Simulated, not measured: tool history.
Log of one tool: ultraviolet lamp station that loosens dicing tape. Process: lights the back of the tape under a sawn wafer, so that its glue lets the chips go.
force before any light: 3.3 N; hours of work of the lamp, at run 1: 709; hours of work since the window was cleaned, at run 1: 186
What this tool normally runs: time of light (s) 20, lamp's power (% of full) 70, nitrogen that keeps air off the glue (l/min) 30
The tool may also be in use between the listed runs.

| run | hour | time of light (s) | lamp's power (% of full) | nitrogen that keeps air off the glue (l/min) | hours of work of the lamp | hours of work since the window was cleaned | force that peels the tape off (N) | light that reached the tape (mJ/cm2) |
|---|---|---|---|---|---|---|---|---|
| 1 | 0.0 | 20 | 70 | 30 | 709 | 186 | 0.546 | 294 |
| 2 | 85.5 | 20 | 70 | 30 | 765 | 243 | 0.535 | 294 |
|  | 152.4 | window cleaned of glue's vapour |
| 3 | 183.6 | 20 | 70 | 30 | 830 | 21 | 0.561 | 294 |
| 4 | 273.4 | 20 | 70 | 30 | 890 | 81 | 0.527 | 294 |
| 5 | 325.6 | 20 | 70 | 30 | 925 | 115 | 0.560 | 294 |
| 6 | 383.3 | 20 | 70 | 30 | 963 | 154 | 0.514 | 296 |
| 7 | 440.4 | 11 | 70 | 30 | 1001 | 192 | 1.043 | 160 |
| 8 | 489.8 | 11 | 70 | 30 | 1034 | 225 | 1.092 | 162 |
| 9 | 533.3 | 20 | 70 | 30 | 1063 | 254 | 0.528 | 295 |
|  | 585.7 | window cleaned of glue's vapour |
| 10 | 629.5 | 20 | 70 | 30 | 1127 | 29 | 0.531 | 290 |
| 11 | 675.9 | 20 | 70 | 30 | 1158 | 60 | 0.549 | 295 |
| 12 | 753.7 | 20 | 98 | 30 | 1210 | 112 | 0.359 | 416 |
| 13 | 794.8 | 20 | 98 | 30 | 1237 | 139 | 0.356 | 411 |
| 14 | 890.0 | 20 | 98 | 30 | 1300 | 203 | 0.361 | 413 |
| 15 | 932.0 | 20 | 82 | 20 | 1328 | 231 | 0.509 | 342 |
| 16 | 1002.8 | 20 | 82 | 20 | 1375 | 278 | 0.504 | 343 |
|  | 1021.5 | window cleaned of glue's vapour |
| 17 | 1104.8 | 20 | 82 | 20 | 1443 | 55 | 0.489 | 343 |
| 18 | 1153.9 | 21 | 78 | 30 | 1476 | 88 | 0.432 | 343 |
| 19 | 1225.5 | 34 | 68 | 9 | 1523 | 136 | 0.436 | 481 |
| 20 | 1284.4 | 20 | 70 | 31 | 1563 | 175 | 0.522 | 292 |
| 21 | 1364.2 | 36 | 83 | 10 | 1616 | 228 | 0.322 | 622 |
|  | 1454.4 | window cleaned of glue's vapour |
| 22 | 1461.5 | 14 | 85 | 17 | 1680 | 5 | 0.804 | 249 |
| 23 | 1517.1 | 39 | 69 | 19 | 1717 | 42 | 0.307 | 561 |
|  | 1596.0 | lamp changed |
| 24 | 1598.8 | 36 | 84 | 19 | 2 | 95 | 0.266 | 639 |
| 25 | 1672.8 | 20 | 82 | 19 | 51 | 145 | 0.501 | 349 |
| 26 | 1738.6 | 20 | 82 | 59 | 95 | 188 | 0.377 | 347 |
| 27 | 1808.1 | 20 | 82 | 59 | 141 | 235 | 0.370 | 345 |

What if the next run were any one of these 5? Each begins from the tool's condition after run 27:
|  | 1893.2 | window cleaned of glue's vapour |
| A | 1900.3 | 28 | 78 | 31 | 202 | 5 | ? | ? |
|  | 1893.2 | window cleaned of glue's vapour |
| B | 1900.3 | 20 | 82 | 17 | 202 | 5 | ? | ? |
|  | 1893.2 | window cleaned of glue's vapour |
| C | 1900.3 | 15 | 89 | 47 | 202 | 5 | ? | ? |
|  | 1893.2 | window cleaned of glue's vapour |
| D | 1900.3 | 20 | 70 | 18 | 202 | 5 | ? | ? |
|  | 1893.2 | window cleaned of glue's vapour |
| E | 1900.3 | 20 | 70 | 11 | 202 | 5 | ? | ? |

| run | force that peels the tape off (N) | light that reached the tape (mJ/cm2) |
|---|---|---|
| A | 0.302 | 459 |
| B | 0.511 | 348 |
| C | 0.493 | 281 |
| D | 0.637 | 292 |
| E | 0.730 | 292 |
With no hidden state in the tool, these same runs would have given:
| run | force that peels the tape off (N) | light that reached the tape (mJ/cm2) |
|---|---|---|
| A | 0.302 | 459 |
| B | 0.510 | 348 |
| C | 0.493 | 281 |
| D | 0.637 | 293 |
| E | 0.729 | 293 |
